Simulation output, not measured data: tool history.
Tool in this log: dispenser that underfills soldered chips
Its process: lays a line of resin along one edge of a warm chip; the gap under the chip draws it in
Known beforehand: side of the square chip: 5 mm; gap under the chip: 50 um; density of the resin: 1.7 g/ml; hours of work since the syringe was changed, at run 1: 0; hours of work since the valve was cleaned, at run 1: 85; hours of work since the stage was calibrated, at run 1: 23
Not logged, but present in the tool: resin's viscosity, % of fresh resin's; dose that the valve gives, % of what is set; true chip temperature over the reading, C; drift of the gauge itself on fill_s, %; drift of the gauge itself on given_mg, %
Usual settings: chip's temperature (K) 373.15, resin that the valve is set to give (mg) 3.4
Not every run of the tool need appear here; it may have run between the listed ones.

run   hour  chip's temperature (K)  resin that the valve is set to give (mg)  hours of work since the syringe was changed  hours of work since the valve was cleaned  hours of work since the stage was calibrated  time until the resin shows at the far edge (s)  resin that the valve gave (mg)
  1      0                  373.15                                       3.4                                            0                                         85                                            23                                            34.8                            3.22
  2    6.5                  373.15                                       3.4                                            5                                         90                                            28                                            44.2                            3.22
         9  -- new syringe of resin
  3   11.4                  373.15                                       3.4                                            2                                         93                                            31                                            36.6                            3.21
  4   17.1                  373.15                                       3.4                                            6                                         97                                            36                                            46.2                            3.21
      18.5  -- new syringe of resin
  5     22                  373.15                                       3.4                                            3                                        101                                            39                                            38.7                            3.18
  6   26.6                  373.15                                       3.4                                            6                                        104                                            42                                            45.9                            3.17
      28.6  -- new syringe of resin
  7   33.3                  373.15                                       3.4                                            4                                        109                                            47                                            40.5                            3.18
      38.3  -- new syringe of resin
  8   41.2                  374.15                                       3.4                                            2                                        114                                            53                                            36.3                            3.16
      47.8  -- new syringe of resin
  9   48.9                  373.15                                       3.4                                            1                                        120                                            58                                            34.8                            3.17
 10   53.7                  373.15                                       3.4                                            4                                        123                                            62                                            41.6                            3.11
      56.1  -- dispensing valve cleaned and set on the balance
      58.5  -- new syringe of resin
 11   59.2                  373.15                                       3.4                                            1                                          2                                            65                                            35.1                             3.4
 12   63.3                  373.15                                       3.4                                            4                                          5                                            68                                            40.8                            3.34
      68.1  -- new syringe of resin
 13   70.1                  373.15                                       3.1                                            2                                         10                                            73                                            37.3                            3.07
 14   75.8                  373.15                                       3.1                                            6                                         14                                            77                                            45.6                            3.06
      77.7  -- new syringe of resin
 15   79.3                  373.15                                      2.92                                            1                                         16                                            79                                            36.9                            2.88
 16   83.6                  373.15                                      2.92                                            4                                         20                                            83                                            44.3                            2.92
      87.6  -- new syringe of resin
 17   89.4                  373.15                                      2.92                                            1                                         24                                            87                                            38.3                            2.87
 18   95.5                  373.15                                      2.92                                            6                                         28                                            91                                            47.4                            2.88
      97.3  -- new syringe of resin
 19  100.1                  385.15                                      3.09                                            2                                         31                                            94                                            24.8                            3.05
 20  103.8                  385.15                                      3.09                                            5                                         34                                            97                                            29.4                               3
     106.7  -- new syringe of resin
 21  111.2                  368.15                                      2.97                                            3                                         39                                           102                                            50.3                            2.91
     116.3  -- new syringe of resin
 22  118.6                  361.15                                      3.46                                            2                                         45                                           108                                            57.8                            3.36
 23  125.4                  372.15                                      4.04                                            7                                         50                                           113                                            49.4                            3.89
     126.1  -- new syringe of resin
 24  130.8                  384.15                                      3.52                                            4                                         54                                           116                                            28.4                            3.43
 25  134.6                  386.15                                         3                                            6                                         56                                           119                                            31.5                            2.93
     135.6  -- new syringe of resin
 26    141                  388.15                                      3.12                                            4                                         61                                           124                                            25.5                               3
     145.4  -- new syringe of resin
 27  147.4                  388.15                                      3.12                                            1                                         65                                           128                                            22.6                            2.99
 28  150.7                  388.15                                      3.12                                            4                                         68                                           131                                            25.9                            2.97
     154.9  -- new syringe of resin
 29  157.8                  388.15                                      3.12                                            2                                         73                                           136                                            23.6                            2.97
 30    164                  383.15                                      3.39                                            7                                         77                                           140                                            34.8                            3.21
     164.8  -- new syringe of resin
 31  169.3                  358.15                                      3.37                                            3                                         81                                           144                                            72.1                            3.19
 32  172.8                  360.15                                      3.09                                            6                                         84                                           147                                            76.9                            2.89
     174.6  -- new syringe of resin
 33  178.9                  360.15                                      3.09                                            3                                         88                                           151                                              67                            2.91
     184.1  -- new syringe of resin
 34  185.9                  364.15                                      3.58                                            1                                         93                                           156                                            50.2                            3.37

Alternative continuations, all from the tool just after run 34; predict every row:
  A  191.2                  366.15                                      3.27                                            5                                         97                                           160                                               ?                               ?
  B  191.2                  360.15                                      3.23                                            5                                         97                                           160                                               ?                               ?
  C  191.2                  367.15                                      3.82                                            5                                         97                                           160                                               ?                               ?

run  time until the resin shows at the far edge (s)  resin that the valve gave (mg)
  A                                            59.6                            3.04
  B                                            74.2                            3.05
  C                                            56.7                            3.56
Take away the tool's hidden state, keep each run's random variation, and the runs would have read:
run  time until the resin shows at the far edge (s)  resin that the valve gave (mg)
  A                                            42.5                            3.24
  B                                            52.7                            3.25
  C                                            40.7                            3.79
